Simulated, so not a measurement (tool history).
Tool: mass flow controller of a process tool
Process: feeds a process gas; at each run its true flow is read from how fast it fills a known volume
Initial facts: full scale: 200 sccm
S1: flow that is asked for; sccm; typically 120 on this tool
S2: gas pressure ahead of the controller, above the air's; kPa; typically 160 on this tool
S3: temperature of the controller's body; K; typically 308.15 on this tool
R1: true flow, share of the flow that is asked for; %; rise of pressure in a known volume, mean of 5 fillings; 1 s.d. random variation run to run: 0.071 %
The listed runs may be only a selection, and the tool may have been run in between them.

run	hour	S1	S2	S3	R1
1	0	120	160	308.15	99.85
2	71	120	160	308.15	99.9
3	196.8	120	160	305.15	100.02
4	256.9	120	160	312.15	100.07
5	342.1	120	160	312.15	100.1
6	409.8	120	160	308.15	100.19
7	529.2	120	213	308.15	100.24
8	619.8	120	213	308.15	100.25
9	722.3	120	213	308.15	100.41
10	826.5	120	213	308.15	100.39
11	913	120	213	308.15	100.51
12	991.2	120	160	308.15	100.34
13	1093.2	120	160	308.15	100.46
14	1188.6	120	201	308.15	100.48
15	1245.9	120	148	308.15	100.42
16	1384.5	28	148	297.15	99.89
17	1511.5	28	148	297.15	100.04
18	1616.2	153	148	301.15	100.52
19	1746	153	148	301.15	100.65
20	1809.4	24	160	308.15	100.4
21	1887.5	24	160	308.15	100.7
22	1945.3	24	160	308.15	100.39
23	2047.2	120	227	308.15	101.22
24	2168.6	29	264	303.15	100.91
25	2291.2	29	264	303.15	100.93
26	2349.7	71	145	298.15	100.52
27	2480.4	82	199	298.15	100.98
28	2568.2	82	199	298.15	100.89
29	2686	71	256	311.15	101.64
30	2803.3	27	231	307.15	101.28

Each run again, without the hidden state but with its own random variation kept:
What the log doesn't record here: flow at rest that the sensor doesn't see, % of full scale; true flow over the shown one, %; drift of the gauge itself on true_pct, %.
run	R1
1	99.84
2	99.86
3	99.91
4	99.92
5	99.92
6	99.97
7	99.96
8	99.93
9	100.03
10	99.97
11	100.04
12	99.83
13	99.9
14	99.87
15	99.78
16	99.18
17	99.27
18	99.69
19	99.76
20	99.47
21	99.73
22	99.39
23	100.17
24	99.8
25	99.76
26	99.33
27	99.72
28	99.59
29	100.27
30	99.84
